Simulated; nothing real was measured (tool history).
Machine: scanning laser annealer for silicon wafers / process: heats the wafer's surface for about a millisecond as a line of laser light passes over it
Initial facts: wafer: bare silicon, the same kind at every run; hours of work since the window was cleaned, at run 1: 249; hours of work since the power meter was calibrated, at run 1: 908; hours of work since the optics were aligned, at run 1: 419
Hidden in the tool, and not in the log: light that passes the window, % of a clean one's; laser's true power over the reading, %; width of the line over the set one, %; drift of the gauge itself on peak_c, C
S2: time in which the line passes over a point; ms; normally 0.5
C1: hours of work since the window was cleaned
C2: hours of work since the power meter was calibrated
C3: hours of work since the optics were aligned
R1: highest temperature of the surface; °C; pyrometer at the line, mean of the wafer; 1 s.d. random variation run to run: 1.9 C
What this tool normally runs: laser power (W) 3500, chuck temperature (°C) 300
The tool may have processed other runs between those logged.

{"run": 1, "hour": 0.0, "laser power (W)": 3500, "S2": 0.5, "chuck temperature (°C)": 300, "C1": 249, "C2": 908, "C3": 419, "R1": 1090}
{"run": 2, "hour": 53.8, "laser power (W)": 3500, "S2": 0.5, "chuck temperature (°C)": 300, "C1": 272, "C2": 931, "C3": 441, "R1": 1093}
{"run": 3, "hour": 109.5, "laser power (W)": 3500, "S2": 0.5, "chuck temperature (°C)": 300, "C1": 295, "C2": 954, "C3": 465, "R1": 1086}
{"run": 4, "hour": 155.4, "laser power (W)": 3500, "S2": 0.5, "chuck temperature (°C)": 300, "C1": 314, "C2": 973, "C3": 484, "R1": 1085}
{"run": 5, "hour": 238.4, "laser power (W)": 3500, "S2": 0.613, "chuck temperature (°C)": 300, "C1": 349, "C2": 1008, "C3": 518, "R1": 1160}
{"run": 6, "hour": 309.1, "laser power (W)": 3500, "S2": 0.5, "chuck temperature (°C)": 300, "C1": 379, "C2": 1038, "C3": 548, "R1": 1083}
{"run": 7, "hour": 361.0, "laser power (W)": 3500, "S2": 0.5, "chuck temperature (°C)": 300, "C1": 400, "C2": 1059, "C3": 570, "R1": 1080}
{"run": 8, "hour": 404.7, "laser power (W)": 3500, "S2": 0.5, "chuck temperature (°C)": 300, "C1": 419, "C2": 1078, "C3": 588, "R1": 1075}
{"run": 9, "hour": 473.9, "laser power (W)": 3500, "S2": 0.351, "chuck temperature (°C)": 300, "C1": 448, "C2": 1107, "C3": 617, "R1": 959}
{"run": 10, "hour": 518.9, "laser power (W)": 3500, "S2": 0.566, "chuck temperature (°C)": 300, "C1": 466, "C2": 1126, "C3": 636, "R1": 1118}
{"run": 11, "hour": 557.8, "laser power (W)": 3500, "S2": 0.566, "chuck temperature (°C)": 300, "C1": 483, "C2": 1142, "C3": 652, "R1": 1118}
{"run": 12, "hour": 638.2, "laser power (W)": 3500, "S2": 0.566, "chuck temperature (°C)": 300, "C1": 516, "C2": 1175, "C3": 686, "R1": 1114}
{"run": 13, "hour": 689.6, "laser power (W)": 3500, "S2": 0.5, "chuck temperature (°C)": 278, "C1": 538, "C2": 1197, "C3": 707, "R1": 1046}
{"run": 14, "hour": 778.2, "laser power (W)": 3500, "S2": 0.5, "chuck temperature (°C)": 278, "C1": 575, "C2": 1234, "C3": 744, "R1": 1043}
{"hour": 800.5, "done": "window over the wafer cleaned"}
{"run": 15, "hour": 820.8, "laser power (W)": 3207, "S2": 0.498, "chuck temperature (°C)": 304, "C1": 8, "C2": 1251, "C3": 761, "R1": 1014}
{"run": 16, "hour": 867.0, "laser power (W)": 3792, "S2": 0.553, "chuck temperature (°C)": 300, "C1": 28, "C2": 1270, "C3": 781, "R1": 1219}
{"run": 17, "hour": 916.7, "laser power (W)": 3792, "S2": 0.553, "chuck temperature (°C)": 300, "C1": 49, "C2": 1291, "C3": 801, "R1": 1221}
{"run": 18, "hour": 984.8, "laser power (W)": 3387, "S2": 0.493, "chuck temperature (°C)": 260, "C1": 77, "C2": 1320, "C3": 830, "R1": 1014}
{"run": 19, "hour": 1046.8, "laser power (W)": 3387, "S2": 0.493, "chuck temperature (°C)": 260, "C1": 103, "C2": 1346, "C3": 856, "R1": 1010}
{"run": 20, "hour": 1086.5, "laser power (W)": 3625, "S2": 0.5, "chuck temperature (°C)": 277, "C1": 120, "C2": 1362, "C3": 872, "R1": 1100}
{"run": 21, "hour": 1181.9, "laser power (W)": 3831, "S2": 0.569, "chuck temperature (°C)": 300, "C1": 160, "C2": 1402, "C3": 912, "R1": 1235}
{"run": 22, "hour": 1245.5, "laser power (W)": 3197, "S2": 0.432, "chuck temperature (°C)": 300, "C1": 186, "C2": 1429, "C3": 939, "R1": 954}
{"run": 23, "hour": 1314.0, "laser power (W)": 3805, "S2": 0.5, "chuck temperature (°C)": 322, "C1": 215, "C2": 1457, "C3": 968, "R1": 1189}
{"hour": 1388.3, "done": "optics aligned, line set to its width"}
{"run": 24, "hour": 1399.9, "laser power (W)": 3500, "S2": 0.5, "chuck temperature (°C)": 325, "C1": 249, "C2": 1491, "C3": 5, "R1": 1121}
{"run": 25, "hour": 1454.9, "laser power (W)": 3629, "S2": 0.448, "chuck temperature (°C)": 339, "C1": 272, "C2": 1514, "C3": 28, "R1": 1125}
{"run": 26, "hour": 1544.4, "laser power (W)": 3629, "S2": 0.448, "chuck temperature (°C)": 339, "C1": 309, "C2": 1552, "C3": 65, "R1": 1126}
{"run": 27, "hour": 1601.0, "laser power (W)": 3629, "S2": 0.448, "chuck temperature (°C)": 339, "C1": 333, "C2": 1575, "C3": 89, "R1": 1125}
{"run": 28, "hour": 1653.9, "laser power (W)": 3500, "S2": 0.5, "chuck temperature (°C)": 286, "C1": 355, "C2": 1597, "C3": 111, "R1": 1073}

4 options for the next run, each taken on its own from the tool as it stands now. Forecast them:
{"run": "A", "hour": 1727.6, "laser power (W)": 3500, "S2": 0.5, "chuck temperature (°C)": 299, "C1": 386, "C2": 1628, "C3": 142, "R1": "?"}
{"run": "B", "hour": 1727.6, "laser power (W)": 3684, "S2": 0.396, "chuck temperature (°C)": 270, "C1": 386, "C2": 1628, "C3": 142, "R1": "?"}
{"run": "C", "hour": 1727.6, "laser power (W)": 3343, "S2": 0.403, "chuck temperature (°C)": 300, "C1": 386, "C2": 1628, "C3": 142, "R1": "?"}
{"run": "D", "hour": 1727.6, "laser power (W)": 3051, "S2": 0.458, "chuck temperature (°C)": 283, "C1": 386, "C2": 1628, "C3": 142, "R1": "?"}

run=A R1=1083
run=B R1=1021
run=C R1=968
run=D R1=919
Take away the tool's hidden state, keep each run's random variation, and the runs would have read:
run=A R1=1116
run=B R1=1052
run=C R1=995
run=D R1=945
